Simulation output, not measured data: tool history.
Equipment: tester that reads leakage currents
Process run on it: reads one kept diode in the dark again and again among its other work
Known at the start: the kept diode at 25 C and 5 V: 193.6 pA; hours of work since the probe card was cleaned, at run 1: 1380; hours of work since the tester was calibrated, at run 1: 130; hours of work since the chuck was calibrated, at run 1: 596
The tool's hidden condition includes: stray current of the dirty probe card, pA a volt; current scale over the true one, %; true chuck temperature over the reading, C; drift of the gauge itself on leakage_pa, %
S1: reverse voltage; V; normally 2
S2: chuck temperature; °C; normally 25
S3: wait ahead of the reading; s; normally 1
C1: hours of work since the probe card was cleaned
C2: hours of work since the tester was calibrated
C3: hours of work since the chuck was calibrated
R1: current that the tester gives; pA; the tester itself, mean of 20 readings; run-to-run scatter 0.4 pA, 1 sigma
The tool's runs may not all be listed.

run    hour     S1  S2    S3    C1    C2   C3       R1
  1       0      2  25     1  1380   130  596   118.82
      131.6  -- chuck's temperature calibrated
  2   171.5      2  25     1  1468   218   21   132.64
  3   363.5      2  36     1  1568   318  121   314.68
  4   512.2      2  36     1  1646   396  198   309.16
      619.5  -- probe card cleaned and baked
  5   727.7      2  36  2.45    56   507  309   303.76
  6   936.9      2  25     1   165   616  418   123.64
  7  1095.9   3.36  25     1   248   699  501   150.47
  8  1308.1  10.02  25     1   359   809  612   232.11
     1408.4  -- chuck's temperature calibrated
  9  1543.1  10.02  25     1   480   931   70   257.78
 10  1747.7  10.02  25     1   587  1037  177   253.49
 11  1890.7      2  25  2.82   662  1112  251   127.64
 12  2142.5      2  25  2.82   793  1243  383   124.71
 13  2391.6   4.45  57  2.82   923  1373  513  1894.06
 14  2558.6   4.45  57  2.82  1010  1460  600  1861.27
       2677  -- chuck's temperature calibrated
 15  2746.6   4.45  57  2.82  1107  1557   36  2021.12
 16  2863.3   2.64  24  9.24  1168  1618   97   135.68
 17  3115.7   2.64  24  9.24  1299  1749  229   132.25
 18  3231.2   2.95  38  9.25  1359  1810  289   418.85
 19  3487.4   2.54  31  6.28  1493  1943  422      223
 20  3706.9      2  23  2.96  1607  2058  537   103.04
     3773.6  -- tester calibrated
     3892.3  -- probe card cleaned and baked
 21  3914.1      2  23  2.96    11    72  642    98.37

Below are 3 alternative next runs, each starting from the tool's condition after run 21. Predict each:
     3954.6  -- chuck's temperature calibrated
  A  4098.9  2.8  47   2.7  107  167  75   ?
     3954.6  -- chuck's temperature calibrated
  B  4098.9    2  23  1.76  107  167  75   ?
     3954.6  -- chuck's temperature calibrated
  C  4098.9    2  23  2.56  107  167  75   ?

run      R1
  A  823.53
  B  110.78
  C  110.63
The same runs, with their run-to-run variation unchanged, on a tool lacking any hidden condition would have given:
run      R1
  A  837.17
  B  112.89
  C  112.74
